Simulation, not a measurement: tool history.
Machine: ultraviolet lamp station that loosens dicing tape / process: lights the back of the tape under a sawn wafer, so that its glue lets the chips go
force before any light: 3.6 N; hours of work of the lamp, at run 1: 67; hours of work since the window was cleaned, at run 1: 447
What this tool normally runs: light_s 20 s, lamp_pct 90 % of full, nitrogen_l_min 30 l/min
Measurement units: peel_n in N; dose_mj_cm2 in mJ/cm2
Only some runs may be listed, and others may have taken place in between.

run,hour,light_s,lamp_pct,nitrogen_l_min,hours of work of the lamp,hours of work since the window was cleaned,peel_n,dose_mj_cm2
1,0.0,20,90,30,67,447,0.515,401
2,5.2,10,90,30,69,449,1.188,204
3,16.5,10,90,30,75,454,1.252,199
4,25.6,10,90,30,79,459,1.239,199
5,35.8,20,90,30,84,464,0.517,394
6,41.7,13,90,30,87,466,0.919,256
7,51.2,13,90,30,91,471,0.923,260
8,63.5,13,90,30,97,477,0.932,259
9,69.1,13,90,30,100,479,0.882,259
10,76.3,13,90,30,103,483,0.936,252
11,84.8,13,90,30,107,487,0.924,255
12,90.2,19,90,30,110,489,0.579,373
# hour 91.3: window cleaned of glue's vapour
13,96.2,19,90,30,112,2,0.571,361
14,103.0,20,90,30,116,6,0.535,384
15,110.4,20,90,9,119,9,0.897,384
16,117.0,20,90,30,122,12,0.553,381
# hour 121.1: window cleaned of glue's vapour, once more
17,124.0,20,90,30,125,1,0.495,413
18,131.9,20,90,30,129,5,0.485,417
19,143.0,20,90,30,134,10,0.502,412
20,152.3,20,90,13,139,15,0.687,412
21,158.3,20,75,13,142,18,0.852,342
22,166.2,20,75,13,145,21,0.888,341
23,176.3,20,75,13,150,26,0.856,339
24,181.5,18,90,29,153,29,0.597,366
25,190.6,14,63,30,157,33,1.218,202
26,203.1,14,63,30,163,39,1.251,200
27,215.6,34,94,14,169,45,0.322,725
28,223.7,37,90,51,173,49,0.247,750
29,234.2,37,74,51,178,54,0.279,610
30,241.9,14,60,24,181,57,1.378,190
31,249.1,34,92,58,185,61,0.245,700
32,261.3,20,89,30,191,67,0.501,399
33,267.7,34,90,30,194,70,0.270,691
34,280.2,20,95,31,200,76,0.451,428
35,290.4,26,62,15,205,81,0.808,359
36,301.9,11,99,26,210,86,1.003,248
37,312.9,10,73,30,215,91,1.488,163
38,322.2,10,73,30,220,96,1.453,162
39,331.0,11,61,50,224,100,1.411,148
40,343.1,11,61,11,230,106,1.979,149
41,348.3,12,63,12,232,108,1.777,166
42,356.3,25,63,35,236,112,0.602,350

Alternative continuations, all from the tool just after run 42; predict every row:
A,364.9,17,85,47,240,116,?,?
B,364.9,13,89,21,240,116,?,?
C,364.9,17,93,19,240,116,?,?
D,364.9,20,90,35,240,116,?,?

run,peel_n,dose_mj_cm2
A,0.601,320
B,1.019,254
C,0.732,348
D,0.494,399
Take away the tool's hidden state, keep each run's random variation, and the runs would have read:
run,peel_n,dose_mj_cm2
A,0.533,349
B,0.923,277
C,0.652,380
D,0.439,435

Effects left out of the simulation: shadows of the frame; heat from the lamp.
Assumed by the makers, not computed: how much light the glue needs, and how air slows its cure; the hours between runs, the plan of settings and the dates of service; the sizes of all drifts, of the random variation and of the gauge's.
